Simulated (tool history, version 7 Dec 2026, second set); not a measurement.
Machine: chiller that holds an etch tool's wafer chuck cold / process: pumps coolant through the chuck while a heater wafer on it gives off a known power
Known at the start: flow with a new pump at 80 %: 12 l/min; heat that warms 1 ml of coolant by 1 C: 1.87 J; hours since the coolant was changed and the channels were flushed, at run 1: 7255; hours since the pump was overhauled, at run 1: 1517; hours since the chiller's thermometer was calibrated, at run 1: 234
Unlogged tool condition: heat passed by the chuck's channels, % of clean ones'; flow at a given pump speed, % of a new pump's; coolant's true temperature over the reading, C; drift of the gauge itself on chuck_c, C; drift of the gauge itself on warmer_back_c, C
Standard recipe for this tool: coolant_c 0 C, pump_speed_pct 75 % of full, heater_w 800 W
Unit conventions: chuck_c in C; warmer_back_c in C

run,hour,coolant_c,pump_speed_pct,heater_w,hours since the coolant was changed and the channels were flushed,hours since the pump was overhauled,hours since the chiller's thermometer was calibrated,chuck_c,warmer_back_c
1,0.0,0,75,800,7255,1517,234,5.76,2.35
2,105.5,0,75,800,7361,1623,339,5.77,2.35
3,172.7,0,64,800,7428,1690,406,6.79,2.81
4,229.2,0,75,759,7485,1746,463,5.41,2.23
5,328.1,0,75,759,7583,1845,562,5.54,2.26
6,398.0,0,75,759,7653,1915,632,5.46,2.26
# hour 409.7: coolant changed, channels flushed
7,459.0,0,71,800,49,1970,687,5.70,2.52
8,581.3,0,71,800,172,2092,809,5.69,2.54
9,642.1,0,71,800,232,2153,870,5.66,2.53
10,753.8,0,71,800,344,2265,982,5.72,2.56
11,811.9,-5,75,800,402,2323,1040,0.39,2.37
12,931.8,-5,75,800,522,2443,1159,0.34,2.39
13,1003.3,-5,75,800,594,2515,1231,0.34,2.36
14,1099.9,-5,75,800,690,2611,1328,0.46,2.39
15,1196.9,-5,75,800,787,2708,1425,0.50,2.35
16,1283.5,8,98,982,874,2795,1511,13.02,2.16
17,1399.5,0,61,937,990,2911,1627,7.92,3.55
18,1495.9,0,61,937,1086,3007,1724,7.94,3.56
19,1616.2,0,61,937,1206,3127,1844,7.86,3.59

The next listed run, before its measurement:
20,1707.3,6,81,799,1298,3218,1935,?,?

chuck_c: 11.09 C
warmer_back_c: 2.20 C
Had the tool carried no hidden state, the very same run would have given chuck_c 10.93 C, warmer_back_c 2.12 C.
